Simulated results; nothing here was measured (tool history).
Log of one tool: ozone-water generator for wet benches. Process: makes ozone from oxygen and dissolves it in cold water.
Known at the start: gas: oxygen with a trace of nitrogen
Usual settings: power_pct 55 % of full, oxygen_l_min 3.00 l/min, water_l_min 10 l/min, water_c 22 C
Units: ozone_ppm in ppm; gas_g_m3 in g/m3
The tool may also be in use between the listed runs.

run,day,power_pct,oxygen_l_min,water_l_min,water_c,ozone_ppm,gas_g_m3
1,0.000,55,3.00,10,22,19.0,180.0
2,4.200,55,3.00,10,22,18.8,179.8
3,7.267,55,3.00,10,22,18.7,178.6
4,11.038,55,4.39,10,22,17.5,144.0
5,13.179,55,4.39,10,22,17.5,141.9
6,17.404,55,4.39,10,22,17.4,141.5
7,19.375,55,4.39,10,22,17.4,143.6
8,21.442,55,4.39,10,22,17.3,143.0
9,25.254,55,4.39,10,22,17.3,141.4
10,29.000,55,4.39,14,22,13.9,143.1
11,30.958,55,4.72,10,22,17.1,135.6
# day 31.400: water thermometer calibrated
12,34.179,55,2.55,10,19,19.3,196.4
13,36.979,55,2.55,10,19,19.6,196.4
14,38.954,55,2.55,10,19,19.7,196.1
15,42.742,55,2.55,11,19,17.8,195.6
# day 43.742: water thermometer calibrated, once more
16,45.221,55,2.55,11,19,17.9,198.1
17,49.900,55,2.55,11,19,18.1,194.4

Forecast each of these 3 alternatives for the next run:
A,54.471,55,4.43,11,28,?,?
B,54.471,75,2.55,12,19,?,?
C,54.471,55,2.27,10,22,?,?

run,ozone_ppm,gas_g_m3
A,14.3,138.2
B,20.1,238.6
C,18.9,208.4
Without the tool's hidden state the same runs would have given:
run,ozone_ppm,gas_g_m3
A,16.7,147.0
B,24.0,257.8
C,21.9,221.7

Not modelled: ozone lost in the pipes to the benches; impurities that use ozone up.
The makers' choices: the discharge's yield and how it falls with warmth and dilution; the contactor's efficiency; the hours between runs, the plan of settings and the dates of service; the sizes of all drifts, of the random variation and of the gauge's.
